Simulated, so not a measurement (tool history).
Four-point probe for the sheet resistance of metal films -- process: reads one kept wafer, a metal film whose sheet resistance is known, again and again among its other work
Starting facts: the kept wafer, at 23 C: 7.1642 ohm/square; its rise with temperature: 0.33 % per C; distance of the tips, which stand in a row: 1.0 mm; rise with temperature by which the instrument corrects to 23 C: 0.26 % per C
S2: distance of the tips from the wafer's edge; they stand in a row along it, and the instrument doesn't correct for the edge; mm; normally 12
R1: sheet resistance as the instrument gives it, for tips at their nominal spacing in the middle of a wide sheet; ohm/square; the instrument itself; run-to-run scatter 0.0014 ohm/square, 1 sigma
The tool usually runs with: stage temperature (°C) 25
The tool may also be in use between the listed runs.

{"run": 1, "day": 0.0, "stage temperature (°C)": 25, "S2": 12, "R1": 7.229768}
{"run": 2, "day": 1.792, "stage temperature (°C)": 25, "S2": 12, "R1": 7.232777}
{"run": 3, "day": 4.625, "stage temperature (°C)": 25, "S2": 12, "R1": 7.231154}
{"run": 4, "day": 7.271, "stage temperature (°C)": 25, "S2": 9, "R1": 7.252646}
{"run": 5, "day": 9.979, "stage temperature (°C)": 25, "S2": 5, "R1": 7.356636}
{"run": 6, "day": 12.983, "stage temperature (°C)": 18, "S2": 12, "R1": 7.200601}
{"run": 7, "day": 16.442, "stage temperature (°C)": 18, "S2": 12, "R1": 7.200244}
{"run": 8, "day": 19.542, "stage temperature (°C)": 25, "S2": 3, "R1": 7.612761}
{"run": 9, "day": 22.617, "stage temperature (°C)": 25, "S2": 12, "R1": 7.23347}
{"run": 10, "day": 25.096, "stage temperature (°C)": 24, "S2": 12, "R1": 7.233496}

Estimate the outcome of run 11 from the log above:
{"run": 11, "day": 28.004, "stage temperature (°C)": 20, "S2": 20, "R1": "?"}

R1: 7.195157 ohm/square
Had the tool carried no hidden state, the very same run would have given R1 7.15899 ohm/square.

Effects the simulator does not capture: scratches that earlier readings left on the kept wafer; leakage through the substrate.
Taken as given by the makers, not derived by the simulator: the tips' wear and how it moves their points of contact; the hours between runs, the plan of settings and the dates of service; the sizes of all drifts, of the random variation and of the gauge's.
